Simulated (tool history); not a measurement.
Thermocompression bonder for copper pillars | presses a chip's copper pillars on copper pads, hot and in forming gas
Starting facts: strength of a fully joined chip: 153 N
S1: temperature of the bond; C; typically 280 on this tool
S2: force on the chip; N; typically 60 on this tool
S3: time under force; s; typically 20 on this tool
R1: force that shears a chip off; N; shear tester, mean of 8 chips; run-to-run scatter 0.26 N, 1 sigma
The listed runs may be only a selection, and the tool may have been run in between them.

| run | hour | S1 | S2 | S3 | R1 |
|---|---|---|---|---|---|
| 1 | 0 | 280 | 60 | 20 | 60.2 |
| 2 | 18.2 | 280 | 60 | 20 | 59.7 |
| 3 | 34.9 | 280 | 78 | 20 | 75.4 |
| 4 | 51.5 | 280 | 60 | 20 | 60 |
| 5 | 66.6 | 280 | 60 | 20 | 60.2 |
| 6 | 91.2 | 280 | 60 | 13 | 50.8 |
| 7 | 111 | 251 | 60 | 20 | 37.8 |
| 8 | 137.4 | 280 | 60 | 20 | 60.1 |
| 9 | 152.1 | 269 | 60 | 20 | 50.6 |
| 10 | 163.3 | 269 | 76 | 20 | 63.7 |
| 11 | 183.6 | 269 | 76 | 20 | 64.2 |
| 12 | 202.8 | 280 | 44 | 20 | 44 |
| 13 | 227.4 | 308 | 60 | 20 | 84.7 |
| 14 | 243.2 | 308 | 60 | 20 | 85.4 |
| 15 | 266.3 | 256 | 60 | 20 | 41.1 |
| 16 | 284.5 | 256 | 84 | 20 | 57.7 |
| 17 | 295.8 | 256 | 84 | 23 | 60.8 |
| 18 | 321.3 | 256 | 66 | 23 | 48.4 |
| 19 | 346.1 | 280 | 60 | 46 | 80.7 |
| 20 | 370.6 | 280 | 60 | 46 | 80.7 |
| 21 | 381.8 | 279 | 60 | 46 | 79.8 |
| 22 | 400.8 | 279 | 60 | 51 | 83.1 |
| 23 | 416.6 | 279 | 60 | 51 | 82.6 |
| 24 | 439.5 | 279 | 46 | 15 | 40.5 |
| 25 | 453 | 279 | 60 | 15 | 52.8 |
| 26 | 473.1 | 280 | 38 | 16 | 35 |
| 27 | 486.6 | 280 | 38 | 16 | 34.8 |
| 28 | 507.7 | 280 | 38 | 16 | 34.9 |
| 29 | 524 | 280 | 38 | 16 | 35 |
| 30 | 537.4 | 265 | 60 | 20 | 48 |
| 31 | 564 | 265 | 60 | 20 | 48 |
| 32 | 576.7 | 265 | 60 | 20 | 48.1 |
| 33 | 597.9 | 280 | 60 | 11 | 47.4 |
| 34 | 615.3 | 290 | 60 | 12 | 56.8 |
| 35 | 634.7 | 280 | 47 | 39 | 61.9 |
| 36 | 654.4 | 280 | 47 | 24 | 50.9 |
| 37 | 678.7 | 272 | 81 | 24 | 75.1 |
| 38 | 692.8 | 280 | 55 | 25 | 60.3 |
| 39 | 706.8 | 280 | 55 | 25 | 60.5 |
| 40 | 730.1 | 280 | 55 | 25 | 61.1 |
| 41 | 747.4 | 256 | 74 | 25 | 56.6 |

Missing from the log above: 4 entries noted between runs. For each, name the pair of listed runs it sits between and say how the tool's hidden condition differs from the listed run just before to the listed run just after:
Between runs 4 and 5: forming gas filter changed (hour 56.5)
  oxide that the forming gas leaves, % of the face: 0.66 -> 0.51
Between runs 14 and 15: forming gas filter changed (hour 261.5)
  oxide that the forming gas leaves, % of the face: 0.65 -> 0.51
Between runs 25 and 26: forming gas filter changed (hour 467.2)
  oxide that the forming gas leaves, % of the face: 0.65 -> 0.51
Between runs 36 and 37: forming gas filter changed (hour 672.9)
  oxide that the forming gas leaves, % of the face: 0.65 -> 0.51
